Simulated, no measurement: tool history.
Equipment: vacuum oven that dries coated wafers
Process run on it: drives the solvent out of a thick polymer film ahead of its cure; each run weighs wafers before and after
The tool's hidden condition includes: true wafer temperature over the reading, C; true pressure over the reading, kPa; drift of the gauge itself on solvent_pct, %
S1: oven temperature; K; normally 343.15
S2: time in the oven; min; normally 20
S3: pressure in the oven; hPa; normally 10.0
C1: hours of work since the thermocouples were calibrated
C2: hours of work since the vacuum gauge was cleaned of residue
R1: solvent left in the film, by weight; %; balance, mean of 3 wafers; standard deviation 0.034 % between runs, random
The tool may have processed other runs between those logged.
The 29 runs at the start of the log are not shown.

run    hour      S1  S2    S3   C1    C2    R1
 30   784.7  343.15  20   5.4  328  1284  2.17
 31   805.3  343.15  20   5.4  344  1300  2.18
 32   826.4  343.15  20   5.4  361  1316  2.18
 33   845.1  353.15  20  14.4  375  1330  1.01
 34   882.6  353.15  20  14.4  404  1359  1.04
 35   900.9  349.15  19   7.6  418  1374  1.38
 36   925.9  349.15  19   7.6  438  1393  1.44
 37   947.9  338.15  19   7.6  455  1410  3.62
 38   984.7  339.15  27   7.6  483  1439  2.14
 39  1012.3  343.15  17  33.6  505  1460  4.18
 40  1035.4  343.15  17  33.6  523  1478  4.09
 41  1051.5  343.15  17  33.6  535  1490  4.09
 42  1090.7  343.15  17  33.6  566  1521  4.13
 43  1124.2  343.15  19  35.5  591  1547  3.83
 44  1142.3  343.15  19  35.5  605  1561  3.80

Branching from run 44: 4 alternative next runs. What would each branch give?
  A  1174.6  343.15  15  10.0  630  1586   ?
  B  1174.6  328.15  20  10.0  630  1586   ?
  C  1174.6  331.15  12  10.0  630  1586   ?
  D  1174.6  343.15  22   5.8  630  1586   ?

run    R1
  A  3.42
  B  6.25
  C  7.31
  D  1.94
Without the tool's unlogged condition, the same runs would have read:
run    R1
  A  3.21
  B  5.98
  C  7.09
  D  1.75
